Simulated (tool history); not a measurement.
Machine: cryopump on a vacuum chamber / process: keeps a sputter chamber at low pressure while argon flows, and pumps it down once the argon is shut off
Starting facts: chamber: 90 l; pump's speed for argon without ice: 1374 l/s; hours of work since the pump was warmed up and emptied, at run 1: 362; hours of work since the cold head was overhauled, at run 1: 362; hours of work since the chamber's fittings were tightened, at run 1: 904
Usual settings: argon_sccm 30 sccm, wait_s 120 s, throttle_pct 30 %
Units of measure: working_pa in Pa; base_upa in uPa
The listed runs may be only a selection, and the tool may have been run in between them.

run   hour  argon_sccm  wait_s  throttle_pct  hours of work since the pump was warmed up and emptied  hours of work since the cold head was overhauled  hours of work since the chamber's fittings were tightened  working_pa  base_upa
  1    0.0          30     120            30                                                     362                                               362                                                        904      0.1322      3.33
  2    7.1          30     120            30                                                     366                                               366                                                        909      0.1324      3.38
  3   18.9          30     120            30                                                     373                                               373                                                        916      0.1347      3.33
  4   25.6          30     120            30                                                     377                                               377                                                        920      0.1338      3.43
  5   37.1          30     120            30                                                     384                                               384                                                        927      0.1332      3.47
  6   50.1          30     120            30                                                     392                                               392                                                        935      0.1345      3.54
  7   59.4          30     120            30                                                     398                                               398                                                        940      0.1337      3.44
  8   69.5          30     120            30                                                     404                                               404                                                        947      0.1336      3.57
  9   83.1          30     120            30                                                     412                                               412                                                        955      0.1354      3.57
 10   95.4          30     120            30                                                     420                                               420                                                        962      0.1355      3.65
 11  110.0          30     120            30                                                     428                                               428                                                        971      0.1348      3.65
 12  120.7          30     120            30                                                     435                                               435                                                        978      0.1342      3.75
 13  133.8          30     120            30                                                     443                                               443                                                        986      0.1359      3.87
 14  146.8          30     120            53                                                     451                                               451                                                        994      0.0823      3.82
 15  160.5          30     120            30                                                     459                                               459                                                       1002      0.1367      3.90
 16  171.0          30     120            30                                                     466                                               466                                                       1008      0.1362      3.93
 17  184.3          30     120            30                                                     474                                               474                                                       1016      0.1368      4.07
 18  195.2          30     120            40                                                     480                                               480                                                       1023      0.1069      4.01
 19  204.4          30     120            40                                                     486                                               486                                                       1029      0.1077      4.11
     218.1  -- pump warmed up, emptied and cooled again
 20  223.7          30     120            40                                                       3                                               495                                                       1037      0.0938      3.07
 21  231.9          30     120            40                                                       8                                               500                                                       1042      0.0935      3.11
 22  246.7          30     120            40                                                      17                                               509                                                       1051      0.0936      3.16
 23  254.3          56     120            25                                                      22                                               513                                                       1056      0.2791      3.25
 24  260.9          56     120            25                                                      26                                               517                                                       1060      0.2794      3.23
 25  276.5          31     242            17                                                      35                                               527                                                       1069      0.2249      3.12
 26  285.8          14      36            49                                                      41                                               532                                                       1075      0.0357      4.06
 27  294.9          25     120            37                                                      47                                               538                                                       1081      0.0845      3.35
 28  310.0          19      63            18                                                      56                                               547                                                       1090      0.1318      3.53
 29  322.9          19      63            18                                                      64                                               555                                                       1098      0.1324      3.64
 30  332.7          19      63            50                                                      70                                               561                                                       1104      0.0491      3.62
 31  345.1          19      63            50                                                      77                                               568                                                       1111      0.0492      3.81
 32  358.3          19      63            42                                                      85                                               576                                                       1119      0.0584      3.71
 33  370.7          19      63            42                                                      93                                               584                                                       1127      0.0573      3.84
 34  379.9          13     121            25                                                      98                                               590                                                       1132      0.0647      3.54

Across each entry between runs, compare the hidden state at the last listed run before it with the hidden state at the first listed run after it:
Between runs 19 and 20: pump warmed up, emptied and cooled again (hour 218.1)
  pump's speed, % of a pump's without ice: 73.3 -> 98.6; leak into the chamber, uPa l/s: 3702 -> 3730
  measured minus no-state result, working_pa: +0.0144 -> +0.0012 Pa; base_upa: +3.56 -> +2.55 uPa
